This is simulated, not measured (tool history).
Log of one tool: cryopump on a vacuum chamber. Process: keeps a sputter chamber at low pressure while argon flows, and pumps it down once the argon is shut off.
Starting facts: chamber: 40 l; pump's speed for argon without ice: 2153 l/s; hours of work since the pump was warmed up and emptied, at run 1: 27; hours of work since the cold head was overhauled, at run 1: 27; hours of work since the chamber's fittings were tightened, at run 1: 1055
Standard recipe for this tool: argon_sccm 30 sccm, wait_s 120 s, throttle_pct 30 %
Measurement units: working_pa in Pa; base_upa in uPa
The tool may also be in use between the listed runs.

| run | hour | argon_sccm | wait_s | throttle_pct | hours of work since the pump was warmed up and emptied | hours of work since the cold head was overhauled | hours of work since the chamber's fittings were tightened | working_pa | base_upa |
|---|---|---|---|---|---|---|---|---|---|
| 1 | 0 | 30 | 120 | 30 | 27 | 27 | 1055 | 0.0785 | 1.42 |
| 2 | 14.6 | 17 | 120 | 30 | 38 | 38 | 1066 | 0.0444 | 1.41 |
| 3 | 31.9 | 17 | 211 | 30 | 52 | 52 | 1080 | 0.0444 | 1.3 |
| 4 | 42.5 | 17 | 211 | 30 | 60 | 60 | 1088 | 0.0447 | 1.29 |
| 5 | 54.8 | 17 | 211 | 30 | 70 | 70 | 1098 | 0.0447 | 1.36 |
| 6 | 66.2 | 17 | 211 | 30 | 79 | 79 | 1107 | 0.0449 | 1.38 |
| 7 | 85.7 | 17 | 211 | 30 | 94 | 94 | 1122 | 0.0448 | 1.42 |
| 8 | 107.6 | 17 | 211 | 30 | 111 | 111 | 1139 | 0.0453 | 1.38 |
| 9 | 126.7 | 17 | 211 | 30 | 126 | 126 | 1154 | 0.0452 | 1.38 |
| 10 | 148.3 | 47 | 79 | 24 | 143 | 143 | 1171 | 0.1554 | 1.7 |
| 11 | 163.3 | 39 | 38 | 31 | 155 | 155 | 1183 | 0.0999 | 2.06 |
| 12 | 180.6 | 30 | 142 | 15 | 168 | 168 | 1197 | 0.1582 | 1.58 |
| 13 | 201.2 | 17 | 120 | 30 | 185 | 185 | 1213 | 0.045 | 1.6 |
| 14 | 224.5 | 17 | 120 | 24 | 203 | 203 | 1231 | 0.0562 | 1.65 |
| 15 | 236.1 | 17 | 120 | 24 | 212 | 212 | 1240 | 0.0568 | 1.64 |
| 16 | 259.3 | 33 | 91 | 30 | 230 | 230 | 1258 | 0.088 | 1.74 |
| 17 | 278.4 | 40 | 147 | 40 | 245 | 245 | 1273 | 0.0814 | 1.66 |

3 options for the next run, each taken on its own from the tool as it stands now. Forecast them:
| A | 296 | 40 | 296 | 35 | 259 | 259 | 1287 | ? | ? |
| B | 296 | 13 | 147 | 29 | 259 | 259 | 1287 | ? | ? |
| C | 296 | 20 | 133 | 34 | 259 | 259 | 1287 | ? | ? |

| run | working_pa | base_upa |
|---|---|---|
| A | 0.0931 | 1.56 |
| B | 0.0357 | 1.69 |
| C | 0.048 | 1.64 |
With the hidden condition removed and each run's random variation left untouched, the same runs would have given:
| run | working_pa | base_upa |
|---|---|---|
| A | 0.0902 | 0.21 |
| B | 0.0347 | 0.34 |
| C | 0.0465 | 0.31 |
